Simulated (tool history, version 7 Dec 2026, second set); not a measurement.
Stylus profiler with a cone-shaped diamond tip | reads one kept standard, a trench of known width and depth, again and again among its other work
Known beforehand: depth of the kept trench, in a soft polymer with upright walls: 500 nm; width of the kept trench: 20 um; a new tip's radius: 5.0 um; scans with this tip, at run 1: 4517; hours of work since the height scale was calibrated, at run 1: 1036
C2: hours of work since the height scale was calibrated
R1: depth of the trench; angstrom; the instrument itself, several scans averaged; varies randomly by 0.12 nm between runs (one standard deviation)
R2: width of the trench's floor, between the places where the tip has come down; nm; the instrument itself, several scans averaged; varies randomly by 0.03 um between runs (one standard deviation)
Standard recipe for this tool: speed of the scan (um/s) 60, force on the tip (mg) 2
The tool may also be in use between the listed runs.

{"run": 1, "day": 0.0, "speed of the scan (um/s)": 60, "force on the tip (mg)": 2, "scans with this tip": 4517, "C2": 1036, "R1": 5052.9, "R2": 14800}
{"run": 2, "day": 1.921, "speed of the scan (um/s)": 60, "force on the tip (mg)": 2, "scans with this tip": 4610, "C2": 1058, "R1": 5050.9, "R2": 14760}
{"run": 3, "day": 3.329, "speed of the scan (um/s)": 60, "force on the tip (mg)": 4.72, "scans with this tip": 4679, "C2": 1074, "R1": 5098, "R2": 14920}
{"run": 4, "day": 5.775, "speed of the scan (um/s)": 60, "force on the tip (mg)": 4.72, "scans with this tip": 4798, "C2": 1101, "R1": 5098.2, "R2": 14890}
{"run": 5, "day": 6.871, "speed of the scan (um/s)": 60, "force on the tip (mg)": 1.48, "scans with this tip": 4852, "C2": 1113, "R1": 5039.9, "R2": 14730}
{"run": 6, "day": 8.625, "speed of the scan (um/s)": 60, "force on the tip (mg)": 1.48, "scans with this tip": 4938, "C2": 1133, "R1": 5040.7, "R2": 14680}
{"run": 7, "day": 10.754, "speed of the scan (um/s)": 60, "force on the tip (mg)": 2, "scans with this tip": 5041, "C2": 1157, "R1": 5051.3, "R2": 14770}
{"run": 8, "day": 12.538, "speed of the scan (um/s)": 60, "force on the tip (mg)": 2, "scans with this tip": 5128, "C2": 1177, "R1": 5051.8, "R2": 14720}
{"run": 9, "day": 13.892, "speed of the scan (um/s)": 60, "force on the tip (mg)": 2, "scans with this tip": 5194, "C2": 1192, "R1": 5050.4, "R2": 14730}
{"run": 10, "day": 16.367, "speed of the scan (um/s)": 60, "force on the tip (mg)": 2, "scans with this tip": 5315, "C2": 1220, "R1": 5050.2, "R2": 14740}
{"run": 11, "day": 18.317, "speed of the scan (um/s)": 60, "force on the tip (mg)": 2, "scans with this tip": 5410, "C2": 1242, "R1": 5050.4, "R2": 14720}
{"run": 12, "day": 20.35, "speed of the scan (um/s)": 60, "force on the tip (mg)": 0.94, "scans with this tip": 5509, "C2": 1264, "R1": 5026.9, "R2": 14590}
{"run": 13, "day": 22.612, "speed of the scan (um/s)": 60, "force on the tip (mg)": 0.94, "scans with this tip": 5620, "C2": 1290, "R1": 5026.7, "R2": 14470}
{"run": 14, "day": 24.371, "speed of the scan (um/s)": 73, "force on the tip (mg)": 2, "scans with this tip": 5706, "C2": 1309, "R1": 5048, "R2": 14590}
{"run": 15, "day": 26.508, "speed of the scan (um/s)": 73, "force on the tip (mg)": 2, "scans with this tip": 5810, "C2": 1333, "R1": 5049.3, "R2": 14590}
{"run": 16, "day": 28.588, "speed of the scan (um/s)": 73, "force on the tip (mg)": 2, "scans with this tip": 5911, "C2": 1357, "R1": 5045.7, "R2": 14570}
{"run": 17, "day": 29.592, "speed of the scan (um/s)": 60, "force on the tip (mg)": 4.09, "scans with this tip": 5960, "C2": 1368, "R1": 5086.2, "R2": 14770}
{"run": 18, "day": 31.754, "speed of the scan (um/s)": 60, "force on the tip (mg)": 4.09, "scans with this tip": 6066, "C2": 1392, "R1": 5084.9, "R2": 14730}
{"run": 19, "day": 33.125, "speed of the scan (um/s)": 60, "force on the tip (mg)": 2, "scans with this tip": 6133, "C2": 1407, "R1": 5047.3, "R2": 14650}
{"run": 20, "day": 35.438, "speed of the scan (um/s)": 60, "force on the tip (mg)": 2, "scans with this tip": 6245, "C2": 1433, "R1": 5047.9, "R2": 14630}
{"run": 21, "day": 37.033, "speed of the scan (um/s)": 60, "force on the tip (mg)": 2, "scans with this tip": 6323, "C2": 1451, "R1": 5048.4, "R2": 14670}
{"run": 22, "day": 38.638, "speed of the scan (um/s)": 60, "force on the tip (mg)": 2, "scans with this tip": 6402, "C2": 1469, "R1": 5047.3, "R2": 14550}
{"run": 23, "day": 41.0, "speed of the scan (um/s)": 60, "force on the tip (mg)": 1.95, "scans with this tip": 6517, "C2": 1495, "R1": 5046.3, "R2": 14590}
{"run": 24, "day": 42.167, "speed of the scan (um/s)": 60, "force on the tip (mg)": 1.95, "scans with this tip": 6574, "C2": 1509, "R1": 5047.4, "R2": 14540}
{"run": 25, "day": 44.408, "speed of the scan (um/s)": 48, "force on the tip (mg)": 2, "scans with this tip": 6683, "C2": 1534, "R1": 5048.1, "R2": 14650}
{"run": 26, "day": 46.858, "speed of the scan (um/s)": 48, "force on the tip (mg)": 2, "scans with this tip": 6803, "C2": 1561, "R1": 5048.5, "R2": 14570}
{"run": 27, "day": 48.579, "speed of the scan (um/s)": 138, "force on the tip (mg)": 4.02, "scans with this tip": 6887, "C2": 1580, "R1": 5084.9, "R2": 14310}
{"run": 28, "day": 50.688, "speed of the scan (um/s)": 138, "force on the tip (mg)": 4.02, "scans with this tip": 6989, "C2": 1604, "R1": 5081.4, "R2": 14330}
{"run": 29, "day": 52.629, "speed of the scan (um/s)": 138, "force on the tip (mg)": 4.02, "scans with this tip": 7084, "C2": 1626, "R1": 5080.8, "R2": 14330}
{"run": 30, "day": 55.017, "speed of the scan (um/s)": 138, "force on the tip (mg)": 4.02, "scans with this tip": 7201, "C2": 1652, "R1": 5082, "R2": 14290}
{"run": 31, "day": 57.262, "speed of the scan (um/s)": 60, "force on the tip (mg)": 0.78, "scans with this tip": 7310, "C2": 1677, "R1": 5018.4, "R2": 14310}
{"run": 32, "day": 58.304, "speed of the scan (um/s)": 61, "force on the tip (mg)": 4.03, "scans with this tip": 7361, "C2": 1689, "R1": 5082.4, "R2": 14630}
{"run": 33, "day": 60.142, "speed of the scan (um/s)": 153, "force on the tip (mg)": 2.16, "scans with this tip": 7451, "C2": 1710, "R1": 5052.2, "R2": 13930}
{"run": 34, "day": 61.2, "speed of the scan (um/s)": 18, "force on the tip (mg)": 2.16, "scans with this tip": 7502, "C2": 1722, "R1": 5050.9, "R2": 14760}
{"run": 35, "day": 62.954, "speed of the scan (um/s)": 135, "force on the tip (mg)": 1.06, "scans with this tip": 7588, "C2": 1741, "R1": 5029.3, "R2": 13700}
{"run": 36, "day": 64.325, "speed of the scan (um/s)": 40, "force on the tip (mg)": 3.82, "scans with this tip": 7655, "C2": 1757, "R1": 5078.1, "R2": 14630}
{"run": 37, "day": 65.754, "speed of the scan (um/s)": 64, "force on the tip (mg)": 1.02, "scans with this tip": 7724, "C2": 1773, "R1": 5022, "R2": 14260}
{"run": 38, "day": 67.925, "speed of the scan (um/s)": 90, "force on the tip (mg)": 1.2, "scans with this tip": 7830, "C2": 1797, "R1": 5029.8, "R2": 14130}
{"run": 39, "day": 68.929, "speed of the scan (um/s)": 90, "force on the tip (mg)": 1.2, "scans with this tip": 7879, "C2": 1808, "R1": 5026.9, "R2": 14020}
{"run": 40, "day": 70.392, "speed of the scan (um/s)": 169, "force on the tip (mg)": 1.19, "scans with this tip": 7951, "C2": 1824, "R1": 5028.7, "R2": 13390}
{"run": 41, "day": 71.471, "speed of the scan (um/s)": 169, "force on the tip (mg)": 1.19, "scans with this tip": 8003, "C2": 1837, "R1": 5030.5, "R2": 13450}
{"run": 42, "day": 72.971, "speed of the scan (um/s)": 59, "force on the tip (mg)": 5.37, "scans with this tip": 8076, "C2": 1853, "R1": 5102.4, "R2": 14570}
{"run": 43, "day": 74.467, "speed of the scan (um/s)": 59, "force on the tip (mg)": 5.37, "scans with this tip": 8149, "C2": 1870, "R1": 5101.1, "R2": 14540}
{"run": 44, "day": 76.846, "speed of the scan (um/s)": 59, "force on the tip (mg)": 5.37, "scans with this tip": 8265, "C2": 1897, "R1": 5098.7, "R2": 14620}
{"run": 45, "day": 78.738, "speed of the scan (um/s)": 25, "force on the tip (mg)": 3.41, "scans with this tip": 8358, "C2": 1918, "R1": 5070.5, "R2": 14650}

Here are 4 independent what-if runs from the current tool condition. What would each one return?
{"run": "A", "day": 80.858, "speed of the scan (um/s)": 96, "force on the tip (mg)": 1.18, "scans with this tip": 8461, "C2": 1942, "R1": "?", "R2": "?"}
{"run": "B", "day": 80.858, "speed of the scan (um/s)": 52, "force on the tip (mg)": 2, "scans with this tip": 8461, "C2": 1942, "R1": "?", "R2": "?"}
{"run": "C", "day": 80.858, "speed of the scan (um/s)": 72, "force on the tip (mg)": 2.09, "scans with this tip": 8461, "C2": 1942, "R1": "?", "R2": "?"}
{"run": "D", "day": 80.858, "speed of the scan (um/s)": 19, "force on the tip (mg)": 4.94, "scans with this tip": 8461, "C2": 1942, "R1": "?", "R2": "?"}

run=A R1=5026.9 R2=13970
run=B R1=5043.2 R2=14520
run=C R1=5047 R2=14320
run=D R1=5094.9 R2=14680
Without the tool's unlogged condition, the same runs would have read:
run=A R1=5041.7 R2=14830
run=B R1=5058 R2=15380
run=C R1=5061.9 R2=15180
run=D R1=5109.8 R2=15550

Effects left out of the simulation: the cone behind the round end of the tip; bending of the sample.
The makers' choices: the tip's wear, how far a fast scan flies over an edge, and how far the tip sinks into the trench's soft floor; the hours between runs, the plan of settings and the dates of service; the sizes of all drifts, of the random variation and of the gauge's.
